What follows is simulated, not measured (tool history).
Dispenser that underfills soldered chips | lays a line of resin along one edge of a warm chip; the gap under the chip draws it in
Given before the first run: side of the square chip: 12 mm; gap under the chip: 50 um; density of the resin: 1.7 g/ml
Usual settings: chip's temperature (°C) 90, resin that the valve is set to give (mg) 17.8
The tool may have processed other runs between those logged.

run    day  chip's temperature (°C)  resin that the valve is set to give (mg)  time until the resin shows at the far edge (s)  resin that the valve gave (mg)
  1      0                       90                                      17.8                                           132.5                           16.86
     0.088  -- new syringe of resin
  2  0.308                       84                                      17.8                                           160.4                           16.87
     0.492  -- new syringe of resin
  3  0.638                       84                                      17.8                                             156                           16.68
     0.888  -- dispensing valve cleaned and set on the balance
     0.925  -- new syringe of resin
  4  0.971                       84                                      17.8                                           137.5                           17.76
  5  1.296                       84                                      18.4                                           181.4                           18.19
     1.346  -- new syringe of resin
  6  1.508                       84                                      18.4                                           154.6                           18.25
     1.762  -- new syringe of resin
  7  1.858                       88                                      19.4                                           116.8                           19.15
     2.175  -- new syringe of resin
  8  2.242                       88                                      19.4                                           115.5                           18.99
  9  2.454                       91                                      16.7                                           125.8                           16.32
     2.575  -- new syringe of resin
 10  2.683                       91                                      16.7                                           108.6                           16.36
     2.975  -- new syringe of resin
 11  3.012                       96                                      19.4                                            79.4                           18.78

Branching from run 11: 3 alternative next runs. What would each branch give?
     3.362  -- new syringe of resin
  A  3.425                       93                                      22.9                                               ?                               ?
     3.362  -- new syringe of resin
  B  3.425                       90                                      15.6                                               ?                               ?
     3.362  -- new syringe of resin
  C  3.425                       79                                      16.5                                               ?                               ?

run  time until the resin shows at the far edge (s)  resin that the valve gave (mg)
  A                                            89.8                           22.11
  B                                           109.2                           15.04
  C                                             177                           15.88
Take away the tool's hidden state, keep each run's random variation, and the runs would have read:
run  time until the resin shows at the far edge (s)  resin that the valve gave (mg)
  A                                            92.6                           22.94
  B                                           111.4                            15.6
  C                                           181.8                           16.48
